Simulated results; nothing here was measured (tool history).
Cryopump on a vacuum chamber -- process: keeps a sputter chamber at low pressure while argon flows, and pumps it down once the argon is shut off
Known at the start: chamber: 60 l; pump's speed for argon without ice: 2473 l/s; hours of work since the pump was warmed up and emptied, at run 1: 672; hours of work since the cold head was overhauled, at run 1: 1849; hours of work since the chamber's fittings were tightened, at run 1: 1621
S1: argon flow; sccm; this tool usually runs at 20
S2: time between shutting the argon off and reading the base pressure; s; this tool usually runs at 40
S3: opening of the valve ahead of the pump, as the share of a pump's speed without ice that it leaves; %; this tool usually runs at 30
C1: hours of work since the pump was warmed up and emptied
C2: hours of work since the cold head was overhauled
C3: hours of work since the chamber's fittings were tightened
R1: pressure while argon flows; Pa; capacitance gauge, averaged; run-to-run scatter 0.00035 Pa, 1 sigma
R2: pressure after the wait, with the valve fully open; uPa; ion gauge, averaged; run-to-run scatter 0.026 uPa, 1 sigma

run 1 hour=0 | S1=20 S2=40 S3=30 | C1=672 C2=1849 C3=1621 | R1=0.0483 R2=1.85
run 2 hour=126 | S1=20 S2=40 S3=30 | C1=777 C2=1953 C3=1725 | R1=0.0486 R2=1.94
run 3 hour=212.7 | S1=25 S2=40 S3=30 | C1=849 C2=2025 C3=1797 | R1=0.0618 R2=1.99
run 4 hour=289.3 | S1=25 S2=40 S3=30 | C1=912 C2=2089 C3=1861 | R1=0.0622 R2=2.04
run 5 hour=362.2 | S1=20 S2=40 S3=30 | C1=973 C2=2149 C3=1921 | R1=0.05 R2=2.06
run 6 hour=493.5 | S1=20 S2=107 S3=30 | C1=1082 C2=2258 C3=2030 | R1=0.0505 R2=1.48
run 7 hour=559.9 | S1=20 S2=107 S3=30 | C1=1137 C2=2313 C3=2085 | R1=0.0508 R2=1.56
-- hour=615.8 pump warmed up, emptied and cooled again
run 8 hour=621.3 | S1=20 S2=107 S3=30 | C1=5 C2=2360 C3=2132 | R1=0.0462 R2=1.25
run 9 hour=717.4 | S1=20 S2=107 S3=30 | C1=84 C2=2440 C3=2212 | R1=0.0458 R2=1.24
run 10 hour=845.8 | S1=20 S2=172 S3=30 | C1=191 C2=2546 C3=2318 | R1=0.0466 R2=1.2
-- hour=916.2 leaking fittings of the chamber tightened, without venting
run 11 hour=925.4 | S1=20 S2=172 S3=30 | C1=255 C2=2611 C3=8 | R1=0.0471 R2=0.4
run 12 hour=1020.5 | S1=14 S2=40 S3=25 | C1=334 C2=2690 C3=86 | R1=0.039 R2=1.21
run 13 hour=1085.3 | S1=24 S2=279 S3=50 | C1=388 C2=2743 C3=140 | R1=0.0348 R2=0.35
run 14 hour=1205.6 | S1=24 S2=279 S3=50 | C1=488 C2=2843 C3=240 | R1=0.0357 R2=0.43
run 15 hour=1260.2 | S1=33 S2=136 S3=51 | C1=533 C2=2889 C3=285 | R1=0.0477 R2=0.61
run 16 hour=1313 | S1=16 S2=40 S3=30 | C1=577 C2=2932 C3=329 | R1=0.0389 R2=1.33
run 17 hour=1396.6 | S1=16 S2=40 S3=30 | C1=646 C2=3002 C3=399 | R1=0.0384 R2=1.37
run 18 hour=1504.8 | S1=23 S2=90 S3=21 | C1=736 C2=3091 C3=488 | R1=0.0787 R2=0.82
run 19 hour=1573.5 | S1=23 S2=90 S3=21 | C1=793 C2=3148 C3=545 | R1=0.0789 R2=0.84

Below are 5 alternative next runs, each starting from the tool's condition after run 19. Predict each:
run A hour=1642.9 | S1=20 S2=90 S3=30 | C1=850 C2=3206 C3=603 | R1=? R2=?
run B hour=1642.9 | S1=20 S2=196 S3=30 | C1=850 C2=3206 C3=603 | R1=? R2=?
run C hour=1642.9 | S1=8 S2=190 S3=30 | C1=850 C2=3206 C3=603 | R1=? R2=?
run D hour=1642.9 | S1=20 S2=168 S3=29 | C1=850 C2=3206 C3=603 | R1=? R2=?
run E hour=1642.9 | S1=9 S2=26 S3=23 | C1=850 C2=3206 C3=603 | R1=? R2=?

run=A R1=0.0493 R2=0.85
run=B R1=0.0503 R2=0.61
run=C R1=0.0197 R2=0.61
run=D R1=0.0508 R2=0.66
run=E R1=0.0287 R2=2.03
With the hidden condition removed and each run's random variation left untouched, the same runs would have given:
run=A R1=0.0453 R2=0.56
run=B R1=0.0463 R2=0.31
run=C R1=0.0181 R2=0.31
run=D R1=0.0468 R2=0.36
run=E R1=0.0269 R2=1.72
